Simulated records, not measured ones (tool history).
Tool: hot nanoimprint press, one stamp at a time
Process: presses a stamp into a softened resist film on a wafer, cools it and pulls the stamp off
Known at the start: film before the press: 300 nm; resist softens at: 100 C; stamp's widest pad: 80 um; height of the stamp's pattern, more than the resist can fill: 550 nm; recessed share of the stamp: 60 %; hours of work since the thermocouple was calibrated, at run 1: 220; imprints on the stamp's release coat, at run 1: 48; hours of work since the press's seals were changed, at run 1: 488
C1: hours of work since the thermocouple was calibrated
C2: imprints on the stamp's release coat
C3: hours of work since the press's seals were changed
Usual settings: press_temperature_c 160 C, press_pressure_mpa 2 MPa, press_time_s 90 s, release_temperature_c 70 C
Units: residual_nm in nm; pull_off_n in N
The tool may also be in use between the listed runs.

Run 1, day 0: usual settings; C1 220; C2 48; C3 488. Result: residual_nm 170.1 nm, pull_off_n 192 N.
Run 2, day 0.804: usual settings but release_temperature_c 73 C; C1 235; C2 139; C3 503. Result: residual_nm 171.8 nm, pull_off_n 182 N.
Run 3, day 1.242: usual settings but release_temperature_c 73 C; C1 244; C2 188; C3 511. Result: residual_nm 169.4 nm, pull_off_n 181 N.
Run 4, day 1.696: usual settings; C1 252; C2 239; C3 520. Result: residual_nm 171.9 nm, pull_off_n 195 N.
Run 5, day 2.638: usual settings but press_temperature_c 164 C; C1 270; C2 345; C3 538. Result: residual_nm 135 nm, pull_off_n 190 N.
Run 6, day 3.521: usual settings but press_temperature_c 151 C; C1 287; C2 445; C3 555. Result: residual_nm 256.2 nm, pull_off_n 184 N.
Run 7, day 4.221: usual settings; C1 300; C2 524; C3 568. Result: residual_nm 172.3 nm, pull_off_n 189 N.
Run 8, day 4.862: usual settings but press_time_s 72 s; C1 312; C2 596; C3 580. Result: residual_nm 185.3 nm, pull_off_n 188 N.
At day 5.321: plate thermocouple calibrated.
Run 9, day 5.888: usual settings but press_time_s 72 s; C1 11; C2 698; C3 597. Result: residual_nm 186.3 nm, pull_off_n 197 N.
Run 10, day 6.629: usual settings but press_time_s 72 s; C1 25; C2 781; C3 611. Result: residual_nm 186.3 nm, pull_off_n 189 N.
Run 11, day 7.296: usual settings but press_time_s 72 s, release_temperature_c 55 C; C1 37; C2 856; C3 624. Result: residual_nm 187.5 nm, pull_off_n 235 N.
Run 12, day 8.317: usual settings but press_pressure_mpa 2.86 MPa; C1 57; C2 971; C3 643. Result: residual_nm 152 nm, pull_off_n 191 N.
Run 13, day 9.108: usual settings but release_temperature_c 68 C; C1 72; C2 1061; C3 658. Result: residual_nm 177.6 nm, pull_off_n 191 N.
At day 9.258: gauge calibrated.
Run 14, day 9.962: usual settings but press_time_s 93 s; C1 88; C2 1157; C3 674. Result: residual_nm 169 nm, pull_off_n 181 N.
Run 15, day 10.65: usual settings but press_temperature_c 155 C, press_pressure_mpa 1.73 MPa; C1 101; C2 1234; C3 687. Result: residual_nm 228.3 nm, pull_off_n 191 N.

Forecast run 16:
At day 10.988: stamp cleaned and given a new release coat.
Run 16, day 11.762: usual settings but press_temperature_c 155 C, press_pressure_mpa 1.73 MPa; C1 117; C2 88; C3 704. Result: residual_nm ?, pull_off_n ?.

Run 16 gave residual_nm 226.9 nm, pull_off_n 189 N.
Without the tool's hidden state the same run would have given residual_nm 225.2 nm, pull_off_n 189 N.

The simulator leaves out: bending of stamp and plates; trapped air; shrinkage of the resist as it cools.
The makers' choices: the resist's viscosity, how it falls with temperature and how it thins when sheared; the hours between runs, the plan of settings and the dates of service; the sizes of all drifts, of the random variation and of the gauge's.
